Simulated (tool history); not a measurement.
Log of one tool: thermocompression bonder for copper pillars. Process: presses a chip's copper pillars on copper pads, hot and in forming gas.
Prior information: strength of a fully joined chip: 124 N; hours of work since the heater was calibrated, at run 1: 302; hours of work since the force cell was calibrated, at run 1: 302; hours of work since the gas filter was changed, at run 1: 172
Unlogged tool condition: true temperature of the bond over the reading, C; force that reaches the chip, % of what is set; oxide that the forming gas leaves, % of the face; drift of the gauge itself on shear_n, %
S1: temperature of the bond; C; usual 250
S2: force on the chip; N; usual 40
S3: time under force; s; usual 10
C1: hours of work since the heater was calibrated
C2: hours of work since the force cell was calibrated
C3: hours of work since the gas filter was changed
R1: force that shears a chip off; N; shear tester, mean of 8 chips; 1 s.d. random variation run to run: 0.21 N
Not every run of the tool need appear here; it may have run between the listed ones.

| run | hour | S1 | S2 | S3 | C1 | C2 | C3 | R1 |
|---|---|---|---|---|---|---|---|---|
| 1 | 0 | 250 | 40 | 10 | 302 | 302 | 172 | 51.9 |
| 2 | 15.2 | 250 | 40 | 10 | 311 | 311 | 182 | 51.4 |
| 3 | 29.8 | 250 | 40 | 10 | 320 | 320 | 191 | 51.1 |
| 4 | 45.2 | 250 | 42 | 10 | 329 | 329 | 200 | 52.7 |
| 5 | 55 | 250 | 42 | 10 | 335 | 335 | 206 | 52.4 |
| 6 | 69.4 | 238 | 42 | 10 | 344 | 344 | 215 | 44.8 |
| 7 | 78.6 | 250 | 40 | 10 | 350 | 350 | 220 | 50.8 |
| 8 | 88.2 | 245 | 40 | 10 | 356 | 356 | 226 | 47.7 |
| 9 | 95.3 | 245 | 40 | 10 | 360 | 360 | 231 | 48.4 |
| 10 | 108.3 | 245 | 40 | 23 | 368 | 368 | 239 | 63.5 |
| 11 | 116.3 | 239 | 40 | 10 | 373 | 373 | 243 | 44.2 |
| 12 | 128.7 | 233 | 40 | 10 | 380 | 380 | 251 | 40.2 |
| 13 | 143.6 | 260 | 40 | 10 | 390 | 390 | 260 | 57.2 |
| 14 | 156.6 | 260 | 40 | 10 | 398 | 398 | 268 | 57 |
| 15 | 169.3 | 272 | 50 | 16 | 405 | 405 | 276 | 81.8 |
| 16 | 178.2 | 253 | 24 | 9 | 411 | 411 | 281 | 37.8 |
| 17 | 185.2 | 253 | 24 | 9 | 415 | 415 | 286 | 38.2 |
| 18 | 198.3 | 253 | 24 | 9 | 423 | 423 | 294 | 37.7 |
| 19 | 210.5 | 263 | 27 | 19 | 431 | 431 | 301 | 60.5 |
| 20 | 224.7 | 263 | 27 | 19 | 439 | 439 | 310 | 60.6 |
| 21 | 239.4 | 271 | 35 | 28 | 448 | 448 | 319 | 80.6 |
| 22 | 250.4 | 252 | 30 | 10 | 455 | 455 | 325 | 43.8 |
| 23 | 266.3 | 237 | 32 | 16 | 465 | 465 | 335 | 44.4 |
| 24 | 277.1 | 266 | 28 | 25 | 471 | 471 | 342 | 68.4 |
| 25 | 284.5 | 271 | 56 | 8 | 476 | 476 | 346 | 68.7 |
| 26 | 293 | 250 | 38 | 14 | 481 | 481 | 352 | 54.6 |
| 27 | 303.7 | 260 | 30 | 25 | 488 | 488 | 358 | 66 |
| 28 | 310.2 | 260 | 30 | 25 | 492 | 492 | 362 | 66 |

Selected run-to-run steps in R1, each split into two signed amounts: the part the tool would show with no hidden state at all (from settings, incoming material and random variation), and the remainder, which goes to the hidden state together with any gauge scatter not common to the measured and the hidden-state-free results:
Run 15 -> 16: S1 272 -> 253, S2 50 -> 24, S3 16 -> 9. R1 -44 N: hidden state +3.1, all else -47.1.
Run 21 -> 22: S1 271 -> 252, S2 35 -> 30, S3 28 -> 10. R1 -36.8 N: hidden state +3.2, all else -40.

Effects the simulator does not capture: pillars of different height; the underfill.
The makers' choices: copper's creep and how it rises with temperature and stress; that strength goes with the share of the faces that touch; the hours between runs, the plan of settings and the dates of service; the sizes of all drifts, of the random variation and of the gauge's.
